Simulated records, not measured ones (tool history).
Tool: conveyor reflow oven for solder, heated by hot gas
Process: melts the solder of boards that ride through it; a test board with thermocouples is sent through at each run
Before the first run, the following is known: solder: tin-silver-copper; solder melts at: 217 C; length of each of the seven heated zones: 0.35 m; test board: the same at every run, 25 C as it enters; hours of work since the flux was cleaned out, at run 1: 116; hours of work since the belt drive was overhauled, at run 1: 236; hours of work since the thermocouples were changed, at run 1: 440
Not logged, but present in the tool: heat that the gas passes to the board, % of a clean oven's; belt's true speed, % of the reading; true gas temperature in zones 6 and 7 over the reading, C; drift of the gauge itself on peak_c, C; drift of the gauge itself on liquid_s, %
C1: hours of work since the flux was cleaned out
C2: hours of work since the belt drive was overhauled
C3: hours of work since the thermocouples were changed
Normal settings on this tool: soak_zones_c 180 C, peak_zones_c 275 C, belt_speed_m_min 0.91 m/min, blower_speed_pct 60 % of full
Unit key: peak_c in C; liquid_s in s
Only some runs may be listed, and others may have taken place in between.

run 1 hour=0 | soak_zones_c=180 peak_zones_c=275 belt_speed_m_min=0.91 blower_speed_pct=60 | C1=116 C2=236 C3=440 | peak_c=251.4 liquid_s=35.1
run 2 hour=14.9 | soak_zones_c=180 peak_zones_c=275 belt_speed_m_min=0.91 blower_speed_pct=60 | C1=124 C2=244 C3=448 | peak_c=250.9 liquid_s=34.8
run 3 hour=33.5 | soak_zones_c=180 peak_zones_c=275 belt_speed_m_min=0.91 blower_speed_pct=60 | C1=134 C2=254 C3=457 | peak_c=252 liquid_s=34.6
run 4 hour=41.5 | soak_zones_c=171 peak_zones_c=275 belt_speed_m_min=0.91 blower_speed_pct=60 | C1=138 C2=258 C3=462 | peak_c=250.2 liquid_s=31.4
run 5 hour=56.2 | soak_zones_c=171 peak_zones_c=282 belt_speed_m_min=0.91 blower_speed_pct=60 | C1=146 C2=266 C3=469 | peak_c=255.2 liquid_s=33.8
run 6 hour=68.2 | soak_zones_c=171 peak_zones_c=282 belt_speed_m_min=0.91 blower_speed_pct=60 | C1=152 C2=272 C3=476 | peak_c=254.9 liquid_s=34
run 7 hour=77.9 | soak_zones_c=171 peak_zones_c=282 belt_speed_m_min=0.91 blower_speed_pct=60 | C1=157 C2=277 C3=481 | peak_c=254.6 liquid_s=33.7
run 8 hour=93.4 | soak_zones_c=180 peak_zones_c=288 belt_speed_m_min=1.069 blower_speed_pct=67 | C1=165 C2=285 C3=489 | peak_c=256.1 liquid_s=30.5
-- hour=99.4 flux residue cleaned out of gas plates and filters
run 9 hour=113 | soak_zones_c=176 peak_zones_c=284 belt_speed_m_min=0.91 blower_speed_pct=59 | C1=7 C2=293 C3=497 | peak_c=255.4 liquid_s=35.3
run 10 hour=131.5 | soak_zones_c=176 peak_zones_c=284 belt_speed_m_min=0.91 blower_speed_pct=59 | C1=17 C2=303 C3=506 | peak_c=255.2 liquid_s=35.4
run 11 hour=146.5 | soak_zones_c=176 peak_zones_c=284 belt_speed_m_min=0.963 blower_speed_pct=75 | C1=25 C2=311 C3=514 | peak_c=256.7 liquid_s=33.9
-- hour=157.3 thermocouples of zones 6 and 7 changed
run 12 hour=165 | soak_zones_c=176 peak_zones_c=284 belt_speed_m_min=0.963 blower_speed_pct=75 | C1=33 C2=319 C3=4 | peak_c=256.5 liquid_s=33.8
run 13 hour=175.5 | soak_zones_c=180 peak_zones_c=275 belt_speed_m_min=0.803 blower_speed_pct=60 | C1=39 C2=325 C3=10 | peak_c=255.5 liquid_s=40.9

What if the next run were any one of these 4? Each begins from the tool's condition after run 13:
-- hour=188.7 flux residue cleaned out of gas plates and filters, once more
run A hour=191.7 | soak_zones_c=183 peak_zones_c=283 belt_speed_m_min=0.91 blower_speed_pct=72 | C1=2 C2=331 C3=15 | peak_c=? liquid_s=?
-- hour=188.7 flux residue cleaned out of gas plates and filters, once more
run B hour=191.7 | soak_zones_c=191 peak_zones_c=275 belt_speed_m_min=1.083 blower_speed_pct=60 | C1=2 C2=331 C3=15 | peak_c=? liquid_s=?
-- hour=188.7 flux residue cleaned out of gas plates and filters, once more
run C hour=191.7 | soak_zones_c=191 peak_zones_c=285 belt_speed_m_min=0.74 blower_speed_pct=60 | C1=2 C2=331 C3=15 | peak_c=? liquid_s=?
-- hour=188.7 flux residue cleaned out of gas plates and filters, once more
run D hour=191.7 | soak_zones_c=180 peak_zones_c=275 belt_speed_m_min=0.795 blower_speed_pct=60 | C1=2 C2=331 C3=15 | peak_c=? liquid_s=?

run=A peak_c=264.1 liquid_s=40.8
run=B peak_c=250.3 liquid_s=29.9
run=C peak_c=271.6 liquid_s=55.1
run=D peak_c=258.5 liquid_s=43.6
Had the tool no hidden state, the same runs would have come out as:
run=A peak_c=264 liquid_s=40.7
run=B peak_c=250.2 liquid_s=29.7
run=C peak_c=271.5 liquid_s=54.9
run=D peak_c=258.5 liquid_s=43.4

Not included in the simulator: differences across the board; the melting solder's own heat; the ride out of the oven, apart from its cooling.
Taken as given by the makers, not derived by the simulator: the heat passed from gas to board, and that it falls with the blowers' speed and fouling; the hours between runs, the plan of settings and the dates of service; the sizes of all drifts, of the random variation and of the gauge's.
